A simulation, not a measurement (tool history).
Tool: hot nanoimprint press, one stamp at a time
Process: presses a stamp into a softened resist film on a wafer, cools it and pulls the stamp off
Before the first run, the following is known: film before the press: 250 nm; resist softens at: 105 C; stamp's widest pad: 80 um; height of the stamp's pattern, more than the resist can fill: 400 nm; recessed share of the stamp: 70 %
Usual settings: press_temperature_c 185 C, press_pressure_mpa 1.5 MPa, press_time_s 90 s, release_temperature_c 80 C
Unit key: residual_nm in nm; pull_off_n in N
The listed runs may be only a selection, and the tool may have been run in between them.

run 1 hour=0 | press_temperature_c=185 press_pressure_mpa=1.5 press_time_s=90 release_temperature_c=80 | residual_nm=125.9 pull_off_n=205
run 2 hour=17.4 | press_temperature_c=185 press_pressure_mpa=1.5 press_time_s=90 release_temperature_c=80 | residual_nm=125.7 pull_off_n=216
run 3 hour=37.4 | press_temperature_c=185 press_pressure_mpa=1.5 press_time_s=90 release_temperature_c=80 | residual_nm=125.2 pull_off_n=203
run 4 hour=51.2 | press_temperature_c=190 press_pressure_mpa=1.5 press_time_s=90 release_temperature_c=80 | residual_nm=113.5 pull_off_n=206
run 5 hour=64.7 | press_temperature_c=185 press_pressure_mpa=1.5 press_time_s=90 release_temperature_c=80 | residual_nm=125.7 pull_off_n=217
run 6 hour=78.7 | press_temperature_c=185 press_pressure_mpa=1.5 press_time_s=90 release_temperature_c=80 | residual_nm=126 pull_off_n=211
-- hour=88.6 stamp cleaned and given a new release coat
run 7 hour=106.2 | press_temperature_c=185 press_pressure_mpa=1.5 press_time_s=90 release_temperature_c=80 | residual_nm=125.6 pull_off_n=204
run 8 hour=124.8 | press_temperature_c=185 press_pressure_mpa=1.5 press_time_s=90 release_temperature_c=80 | residual_nm=125.4 pull_off_n=208
run 9 hour=137.9 | press_temperature_c=185 press_pressure_mpa=1.5 press_time_s=90 release_temperature_c=80 | residual_nm=126.7 pull_off_n=215
run 10 hour=157.5 | press_temperature_c=185 press_pressure_mpa=1.5 press_time_s=90 release_temperature_c=80 | residual_nm=125.5 pull_off_n=204
run 11 hour=167.6 | press_temperature_c=185 press_pressure_mpa=1.5 press_time_s=90 release_temperature_c=80 | residual_nm=125.7 pull_off_n=210
run 12 hour=182.9 | press_temperature_c=185 press_pressure_mpa=1.5 press_time_s=90 release_temperature_c=80 | residual_nm=126.1 pull_off_n=208
run 13 hour=193.8 | press_temperature_c=185 press_pressure_mpa=0.97 press_time_s=90 release_temperature_c=80 | residual_nm=157.3 pull_off_n=207
run 14 hour=214.7 | press_temperature_c=185 press_pressure_mpa=0.97 press_time_s=90 release_temperature_c=80 | residual_nm=156.4 pull_off_n=208
run 15 hour=232.2 | press_temperature_c=185 press_pressure_mpa=1.49 press_time_s=90 release_temperature_c=80 | residual_nm=125.2 pull_off_n=210
-- hour=249.1 press's hydraulic seals changed and the load cell set to zero
run 16 hour=257.2 | press_temperature_c=185 press_pressure_mpa=1.49 press_time_s=90 release_temperature_c=80 | residual_nm=125.2 pull_off_n=212
run 17 hour=269.5 | press_temperature_c=185 press_pressure_mpa=1.5 press_time_s=142 release_temperature_c=82 | residual_nm=108.2 pull_off_n=200
run 18 hour=280.8 | press_temperature_c=185 press_pressure_mpa=1.5 press_time_s=119 release_temperature_c=82 | residual_nm=114.8 pull_off_n=197
-- hour=301.9 stamp cleaned and given a new release coat
run 19 hour=307.1 | press_temperature_c=185 press_pressure_mpa=1.5 press_time_s=119 release_temperature_c=82 | residual_nm=114.5 pull_off_n=195
run 20 hour=321.6 | press_temperature_c=197 press_pressure_mpa=2 press_time_s=176 release_temperature_c=82 | residual_nm=66.4 pull_off_n=190
run 21 hour=343.1 | press_temperature_c=197 press_pressure_mpa=2 press_time_s=176 release_temperature_c=82 | residual_nm=66.3 pull_off_n=202
run 22 hour=361.7 | press_temperature_c=194 press_pressure_mpa=1.81 press_time_s=46 release_temperature_c=80 | residual_nm=117.4 pull_off_n=209
run 23 hour=381.4 | press_temperature_c=192 press_pressure_mpa=1.5 press_time_s=90 release_temperature_c=72 | residual_nm=109.2 pull_off_n=254
run 24 hour=398.4 | press_temperature_c=175 press_pressure_mpa=1.5 press_time_s=90 release_temperature_c=74 | residual_nm=155.8 pull_off_n=244
run 25 hour=408.8 | press_temperature_c=183 press_pressure_mpa=1.44 press_time_s=59 release_temperature_c=74 | residual_nm=150.5 pull_off_n=237
run 26 hour=428 | press_temperature_c=183 press_pressure_mpa=1.44 press_time_s=59 release_temperature_c=74 | residual_nm=150.9 pull_off_n=249
run 27 hour=446 | press_temperature_c=183 press_pressure_mpa=1.44 press_time_s=59 release_temperature_c=74 | residual_nm=150.8 pull_off_n=239
run 28 hour=462.3 | press_temperature_c=183 press_pressure_mpa=1.44 press_time_s=96 release_temperature_c=74 | residual_nm=130.6 pull_off_n=238
run 29 hour=483.8 | press_temperature_c=183 press_pressure_mpa=1.44 press_time_s=96 release_temperature_c=74 | residual_nm=130.8 pull_off_n=251

Branching from run 29: 4 alternative next runs. What would each branch give?
-- hour=506.8 stamp cleaned and given a new release coat
run A hour=507.6 | press_temperature_c=183 press_pressure_mpa=1.99 press_time_s=96 release_temperature_c=74 | residual_nm=? pull_off_n=?
-- hour=506.8 stamp cleaned and given a new release coat
run B hour=507.6 | press_temperature_c=191 press_pressure_mpa=2.13 press_time_s=90 release_temperature_c=80 | residual_nm=? pull_off_n=?
-- hour=506.8 stamp cleaned and given a new release coat
run C hour=507.6 | press_temperature_c=185 press_pressure_mpa=1.5 press_time_s=138 release_temperature_c=80 | residual_nm=? pull_off_n=?
-- hour=506.8 stamp cleaned and given a new release coat
run D hour=507.6 | press_temperature_c=183 press_pressure_mpa=1.18 press_time_s=179 release_temperature_c=74 | residual_nm=? pull_off_n=?

run=A residual_nm=109.6 pull_off_n=240
run=B residual_nm=91.4 pull_off_n=207
run=C residual_nm=109.1 pull_off_n=210
run=D residual_nm=121 pull_off_n=241
With the hidden condition removed and each run's random variation left untouched, the same runs would have given:
run=A residual_nm=109.4 pull_off_n=240
run=B residual_nm=91.3 pull_off_n=207
run=C residual_nm=109 pull_off_n=210
run=D residual_nm=120.9 pull_off_n=240

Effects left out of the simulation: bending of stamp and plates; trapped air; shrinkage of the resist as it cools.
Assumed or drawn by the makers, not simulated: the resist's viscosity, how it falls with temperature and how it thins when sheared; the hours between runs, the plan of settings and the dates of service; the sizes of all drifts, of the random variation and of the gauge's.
